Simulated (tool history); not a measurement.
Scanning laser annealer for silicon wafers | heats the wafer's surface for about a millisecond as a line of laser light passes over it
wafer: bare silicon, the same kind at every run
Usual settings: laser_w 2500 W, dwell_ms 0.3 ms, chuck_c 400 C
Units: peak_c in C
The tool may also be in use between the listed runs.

run	hour	laser_w	dwell_ms	chuck_c	peak_c
1	0	2500	0.3	400	1158
2	35.8	2500	0.3	400	1155
3	67.8	2500	0.375	400	1252
4	114.1	2500	0.375	400	1251
5	147.7	2451	0.3	400	1133
6	169.5	2451	0.3	400	1133
7	201.1	2451	0.3	400	1129
8	234.8	2451	0.3	400	1127
9	264.4	2500	0.3	400	1145
10	284.6	2500	0.3	400	1143
11	311	2500	0.3	400	1139
12	352.4	2500	0.3	400	1138
13	386.6	2500	0.3	400	1138
14	414.5	2630	0.274	375	1123
15	449.1	2636	0.228	399	1077
16	476.9	2636	0.228	399	1072
17	519.5	2351	0.281	386	1042
18	541	2490	0.22	400	1015
19	566.8	2490	0.22	400	1010
20	600.2	2490	0.22	400	1008
21	638.9	2490	0.22	400	1005
22	671.7	2168	0.248	402	950
# hour 703.2: window over the wafer cleaned
23	713.8	2643	0.23	363	1081
24	742.6	2643	0.23	363	1078

Forecast each of these 4 alternatives for the next run:
A	785.7	2643	0.226	363	?
B	785.7	2362	0.3	373	?
C	785.7	2331	0.379	400	?
D	785.7	2442	0.29	363	?

run	peak_c
A	1071
B	1095
C	1202
D	1096
Without the tool's hidden state the same runs would have given:
run	peak_c
A	1079
B	1103
C	1211
D	1104
